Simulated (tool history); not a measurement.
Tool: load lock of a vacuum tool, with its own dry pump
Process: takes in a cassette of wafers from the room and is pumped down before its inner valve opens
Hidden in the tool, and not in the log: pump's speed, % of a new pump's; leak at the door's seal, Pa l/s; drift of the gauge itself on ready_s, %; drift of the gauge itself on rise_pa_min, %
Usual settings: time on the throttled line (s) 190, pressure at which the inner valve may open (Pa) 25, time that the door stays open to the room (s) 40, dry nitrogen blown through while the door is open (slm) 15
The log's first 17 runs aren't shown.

run,day,time on the throttled line (s),pressure at which the inner valve may open (Pa),time that the door stays open to the room (s),dry nitrogen blown through while the door is open (slm),hours that the pump has run since its overhaul,times that the door has closed on its seal,"incoming humidity of the room's air, %",time from the closed door until the inner valve may open (s),rise of the pressure with all valves shut (Pa/min)
18,261.358,190,25,40,15,10249,16509,45.9,316.2,0.076
19,269.7,312,19,128,15,10449,16946,43.3,421.1,0.09
20,281.55,168,25,184,6,10733,17565,45.3,297.1,0.123
21,290.65,168,25,129,6,10951,18041,45.3,302.4,0.109
22,309.267,118,25,40,4,11398,19015,46,255.2,0.105
23,321.658,190,31,33,18,11696,19663,46.7,308.9,0.095
24,340.571,190,31,33,18,12150,20653,41.8,312,0.094
25,356.871,146,33,40,15,12541,21505,44.3,280.9,0.105
26,366.717,111,25,181,15,12777,22020,46.4,257,0.121
27,378.604,102,26,66,8,13062,22642,44.8,249.3,0.117
# day 387.467: dry pump taken out, an overhauled one fitted
28,391.8,286,26,149,8,104,23319,43.9,376.6,0.134
29,406.725,286,26,149,8,462,24100,45.2,377,0.145

Forecast run 30:
30,425.346,286,26,149,8,909,25074,45,?,?

time from the closed door until the inner valve may open (s): 376.2
rise of the pressure with all valves shut (Pa/min): 0.153
Without the tool's hidden state the same run would have given time from the closed door until the inner valve may open (s) 376.9, rise of the pressure with all valves shut (Pa/min) 0.036.

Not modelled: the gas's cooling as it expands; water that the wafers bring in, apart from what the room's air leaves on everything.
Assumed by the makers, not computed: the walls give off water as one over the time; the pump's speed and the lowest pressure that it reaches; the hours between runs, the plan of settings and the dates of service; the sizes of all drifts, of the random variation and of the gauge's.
